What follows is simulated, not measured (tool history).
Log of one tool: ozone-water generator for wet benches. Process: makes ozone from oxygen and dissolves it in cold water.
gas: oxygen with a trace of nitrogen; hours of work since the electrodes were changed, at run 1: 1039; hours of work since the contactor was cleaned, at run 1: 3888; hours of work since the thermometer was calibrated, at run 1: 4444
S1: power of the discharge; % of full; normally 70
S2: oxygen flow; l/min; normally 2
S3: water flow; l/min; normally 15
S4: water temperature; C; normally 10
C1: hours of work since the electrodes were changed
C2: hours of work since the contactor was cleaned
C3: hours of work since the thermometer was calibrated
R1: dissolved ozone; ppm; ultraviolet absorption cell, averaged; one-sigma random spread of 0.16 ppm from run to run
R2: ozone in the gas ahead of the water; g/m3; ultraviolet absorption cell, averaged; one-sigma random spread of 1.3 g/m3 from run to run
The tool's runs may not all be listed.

Run 1, day 0: usual settings; C1 1039; C2 3888; C3 4444. Result: R1 20.4 ppm, R2 242.6 g/m3.
Run 2, day 1.421: usual settings; C1 1064; C2 3913; C3 4469. Result: R1 20 ppm, R2 240.3 g/m3.
Run 3, day 3.3: usual settings; C1 1097; C2 3946; C3 4502. Result: R1 20.3 ppm, R2 240.7 g/m3.
Run 4, day 4.825: usual settings but S1 69 % of full; C1 1123; C2 3973; C3 4529. Result: R1 20.3 ppm, R2 238.8 g/m3.
Run 5, day 6.15: usual settings; C1 1147; C2 3996; C3 4552. Result: R1 20.1 ppm, R2 244.7 g/m3.
Run 6, day 7.075: usual settings; C1 1163; C2 4012; C3 4568. Result: R1 20.4 ppm, R2 241.7 g/m3.
Run 7, day 8.229: usual settings; C1 1183; C2 4032; C3 4588. Result: R1 20.1 ppm, R2 242.9 g/m3.
Run 8, day 9.858: usual settings; C1 1212; C2 4061; C3 4617. Result: R1 20.2 ppm, R2 239.3 g/m3.
Run 9, day 11.146: usual settings but S1 88 % of full; C1 1234; C2 4083; C3 4639. Result: R1 24.4 ppm, R2 292.2 g/m3.
Run 10, day 12.867: usual settings but S1 88 % of full; C1 1264; C2 4113; C3 4669. Result: R1 24.2 ppm, R2 294.3 g/m3.
Run 11, day 14.533: usual settings but S1 88 % of full; C1 1293; C2 4142; C3 4699. Result: R1 24.7 ppm, R2 291.9 g/m3.
Run 12, day 16.288: usual settings but S1 88 % of full, S2 3.11 l/min; C1 1324; C2 4173; C3 4729. Result: R1 26.4 ppm, R2 230.1 g/m3.
Run 13, day 18.004: usual settings but S1 88 % of full, S2 3.11 l/min; C1 1354; C2 4203; C3 4759. Result: R1 26.5 ppm, R2 230.6 g/m3.
At day 18.304: contactor cleaned.
Run 14, day 19.896: usual settings but S1 88 % of full, S2 3.11 l/min; C1 1384; C2 28; C3 4789. Result: R1 26.5 ppm, R2 232.1 g/m3.
Run 15, day 22.088: usual settings but S3 13 l/min; C1 1423; C2 66; C3 4828. Result: R1 23.3 ppm, R2 239.1 g/m3.
Run 16, day 23.829: usual settings but S1 72 % of full, S2 3.1 l/min, S3 10 l/min; C1 1453; C2 97; C3 4858. Result: R1 30.7 ppm, R2 193.8 g/m3.
At day 24.458: contactor cleaned, once more.
Run 17, day 25.046: usual settings but S1 81 % of full, S2 3.31 l/min, S3 9 l/min, S4 8 C; C1 1471; C2 10; C3 4877. Result: R1 38.2 ppm, R2 207.3 g/m3.
Run 18, day 27.167: usual settings but S1 60 % of full, S2 3 l/min, S4 13 C; C1 1508; C2 47; C3 4914. Result: R1 18.7 ppm, R2 170.7 g/m3.
Run 19, day 28.179: usual settings but S1 59 % of full, S2 2.91 l/min, S3 10 l/min, S4 7 C; C1 1526; C2 65; C3 4931. Result: R1 27.1 ppm, R2 171.9 g/m3.
Run 20, day 30.075: usual settings but S1 59 % of full, S2 2.91 l/min, S3 10 l/min, S4 7 C; C1 1559; C2 98; C3 4965. Result: R1 27.2 ppm, R2 170.7 g/m3.
Run 21, day 31.279: usual settings but S1 59 % of full, S2 2.91 l/min, S3 10 l/min, S4 7 C; C1 1580; C2 119; C3 4986. Result: R1 27.4 ppm, R2 170.5 g/m3.
Run 22, day 33.179: usual settings but S1 59 % of full, S2 2.91 l/min, S3 10 l/min, S4 7 C; C1 1614; C2 153; C3 5019. Result: R1 27.2 ppm, R2 170.3 g/m3.
Run 23, day 34.183: usual settings but S1 59 % of full, S2 2.91 l/min, S3 10 l/min, S4 7 C; C1 1631; C2 170; C3 5036. Result: R1 27 ppm, R2 171.2 g/m3.
Run 24, day 35.683: usual settings but S1 40 % of full, S2 3.03 l/min, S3 13 l/min; C1 1658; C2 196; C3 5063. Result: R1 15.5 ppm, R2 121 g/m3.
Run 25, day 37.642: usual settings but S1 72 % of full, S2 1.39 l/min; C1 1692; C2 231; C3 5097. Result: R1 18.7 ppm, R2 299.9 g/m3.
Run 26, day 39.433: usual settings but S1 46 % of full, S2 2.25 l/min, S3 14 l/min, S4 13 C; C1 1723; C2 262; C3 5128. Result: R1 15.2 ppm, R2 158.3 g/m3.
Run 27, day 40.358: usual settings but S3 16 l/min; C1 1739; C2 278; C3 5144. Result: R1 18.8 ppm, R2 240.1 g/m3.

What if the next run were any one of these 5? Each begins from the tool's condition after run 27:
Run A, day 42.467: usual settings but S1 48 % of full, S2 2.68 l/min, S3 16 l/min; C1 1776; C2 315; C3 5181. Result: R1 ?, R2 ?.
Run B, day 42.467: usual settings but S2 2.51 l/min; C1 1776; C2 315; C3 5181. Result: R1 ?, R2 ?.
Run C, day 42.467: usual settings but S1 71 % of full, S2 1.21 l/min; C1 1776; C2 315; C3 5181. Result: R1 ?, R2 ?.
Run D, day 42.467: usual settings but S1 40 % of full, S3 11 l/min; C1 1776; C2 315; C3 5181. Result: R1 ?, R2 ?.
Run E, day 42.467: usual settings but S1 87 % of full, S3 24 l/min; C1 1776; C2 315; C3 5181. Result: R1 ?, R2 ?.

run    R1     R2
  A  14.8  149.7
  B  21.3  211.4
  C  17.9    318
  D  16.6  149.9
  E  14.9  288.9
With no hidden state in the tool, these same runs would have given:
run    R1     R2
  A  15.1  151.5
  B  21.8    215
  C  18.3  323.5
  D  16.8  151.2
  E  15.3  294.7
